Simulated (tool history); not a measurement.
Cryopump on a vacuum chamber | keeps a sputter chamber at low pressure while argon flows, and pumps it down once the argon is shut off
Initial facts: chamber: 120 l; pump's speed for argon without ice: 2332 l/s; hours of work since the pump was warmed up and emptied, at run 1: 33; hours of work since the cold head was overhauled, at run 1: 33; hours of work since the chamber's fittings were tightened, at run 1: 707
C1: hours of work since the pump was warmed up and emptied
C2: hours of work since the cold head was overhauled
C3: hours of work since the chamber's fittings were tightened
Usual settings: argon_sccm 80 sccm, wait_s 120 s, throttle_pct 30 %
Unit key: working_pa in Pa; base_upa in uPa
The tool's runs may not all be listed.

Run 1, hour 0.0: usual settings; C1 33; C2 33; C3 707. Result: working_pa 0.1960 Pa, base_upa 0.62 uPa.
Run 2, hour 40.5: usual settings but throttle_pct 25 %; C1 56; C2 56; C3 730. Result: working_pa 0.2348 Pa, base_upa 0.61 uPa.
Run 3, hour 86.8: usual settings but throttle_pct 25 %; C1 83; C2 83; C3 756. Result: working_pa 0.2330 Pa, base_upa 0.63 uPa.
Run 4, hour 123.8: usual settings but wait_s 200 s; C1 104; C2 104; C3 777. Result: working_pa 0.1964 Pa, base_upa 0.55 uPa.
Run 5, hour 147.0: usual settings but wait_s 200 s; C1 117; C2 117; C3 790. Result: working_pa 0.1975 Pa, base_upa 0.58 uPa.
Run 6, hour 174.6: usual settings but argon_sccm 41 sccm; C1 133; C2 133; C3 806. Result: working_pa 0.1011 Pa, base_upa 0.68 uPa.
Run 7, hour 200.8: usual settings but argon_sccm 41 sccm; C1 148; C2 148; C3 821. Result: working_pa 0.1021 Pa, base_upa 0.64 uPa.
Run 8, hour 249.1: usual settings but argon_sccm 41 sccm; C1 175; C2 175; C3 848. Result: working_pa 0.1007 Pa, base_upa 0.68 uPa.
Run 9, hour 277.5: usual settings; C1 191; C2 191; C3 864. Result: working_pa 0.2008 Pa, base_upa 0.70 uPa.
Run 10, hour 304.4: usual settings but wait_s 169 s; C1 207; C2 207; C3 880. Result: working_pa 0.2000 Pa, base_upa 0.61 uPa.
Run 11, hour 337.1: usual settings but argon_sccm 61 sccm, wait_s 169 s; C1 225; C2 225; C3 898. Result: working_pa 0.1543 Pa, base_upa 0.61 uPa.
Run 12, hour 361.0: usual settings but argon_sccm 61 sccm, wait_s 169 s; C1 239; C2 239; C3 912. Result: working_pa 0.1544 Pa, base_upa 0.69 uPa.
Run 13, hour 405.6: usual settings; C1 264; C2 264; C3 937. Result: working_pa 0.2025 Pa, base_upa 0.74 uPa.
Run 14, hour 439.9: usual settings; C1 284; C2 284; C3 957. Result: working_pa 0.2051 Pa, base_upa 0.77 uPa.
Run 15, hour 491.0: usual settings but argon_sccm 36 sccm, wait_s 89 s, throttle_pct 17 %; C1 313; C2 313; C3 986. Result: working_pa 0.1589 Pa, base_upa 0.88 uPa.
Run 16, hour 521.1: usual settings but argon_sccm 36 sccm, wait_s 89 s, throttle_pct 17 %; C1 330; C2 330; C3 1003. Result: working_pa 0.1569 Pa, base_upa 0.86 uPa.
Run 17, hour 551.5: usual settings but argon_sccm 36 sccm, wait_s 89 s, throttle_pct 45 %; C1 347; C2 347; C3 1020. Result: working_pa 0.0638 Pa, base_upa 0.82 uPa.
Run 18, hour 607.0: usual settings but argon_sccm 36 sccm, wait_s 89 s, throttle_pct 56 %; C1 379; C2 379; C3 1052. Result: working_pa 0.0525 Pa, base_upa 0.89 uPa.
Run 19, hour 639.5: usual settings but wait_s 38 s, throttle_pct 33 %; C1 397; C2 397; C3 1070. Result: working_pa 0.1899 Pa, base_upa 1.38 uPa.
Run 20, hour 691.4: usual settings but argon_sccm 52 sccm; C1 427; C2 427; C3 1100. Result: working_pa 0.1362 Pa, base_upa 0.87 uPa.
Run 21, hour 744.8: usual settings but argon_sccm 56 sccm, throttle_pct 15 %; C1 457; C2 457; C3 1130. Result: working_pa 0.2807 Pa, base_upa 0.87 uPa.
Run 22, hour 785.9: usual settings but argon_sccm 56 sccm, throttle_pct 15 %; C1 481; C2 481; C3 1154. Result: working_pa 0.2840 Pa, base_upa 0.90 uPa.
Run 23, hour 839.7: usual settings but argon_sccm 154 sccm, wait_s 34 s; C1 511; C2 511; C3 1184. Result: working_pa 0.4118 Pa, base_upa 1.60 uPa.
Run 24, hour 888.8: usual settings but argon_sccm 108 sccm; C1 539; C2 539; C3 1212. Result: working_pa 0.2889 Pa, base_upa 0.99 uPa.
Run 25, hour 913.3: usual settings but argon_sccm 108 sccm; C1 553; C2 553; C3 1226. Result: working_pa 0.2911 Pa, base_upa 0.95 uPa.
Run 26, hour 961.0: usual settings but argon_sccm 108 sccm; C1 580; C2 580; C3 1253. Result: working_pa 0.2987 Pa, base_upa 0.98 uPa.
Run 27, hour 990.6: usual settings but wait_s 252 s, throttle_pct 29 %; C1 597; C2 597; C3 1270. Result: working_pa 0.2253 Pa, base_upa 0.81 uPa.
Run 28, hour 1022.2: usual settings but argon_sccm 56 sccm, wait_s 30 s, throttle_pct 50 %; C1 615; C2 615; C3 1288. Result: working_pa 0.0992 Pa, base_upa 1.81 uPa.

3 options for the next run, each taken on its own from the tool as it stands now. Forecast them:
Run A, hour 1050.2: usual settings but argon_sccm 110 sccm, wait_s 47 s, throttle_pct 26 %; C1 631; C2 631; C3 1304. Result: working_pa ?, base_upa ?.
Run B, hour 1050.2: usual settings but argon_sccm 157 sccm, wait_s 54 s, throttle_pct 47 %; C1 631; C2 631; C3 1304. Result: working_pa ?, base_upa ?.
Run C, hour 1050.2: usual settings but argon_sccm 123 sccm, wait_s 78 s, throttle_pct 22 %; C1 631; C2 631; C3 1304. Result: working_pa ?, base_upa ?.

run  working_pa  base_upa
  A      0.3441      1.43
  B      0.2948      1.32
  C      0.4463      1.18
The same runs, with their run-to-run variation unchanged, on a tool lacking any hidden condition would have given:
run  working_pa  base_upa
  A      0.3066      0.78
  B      0.2413      0.69
  C      0.4043      0.53
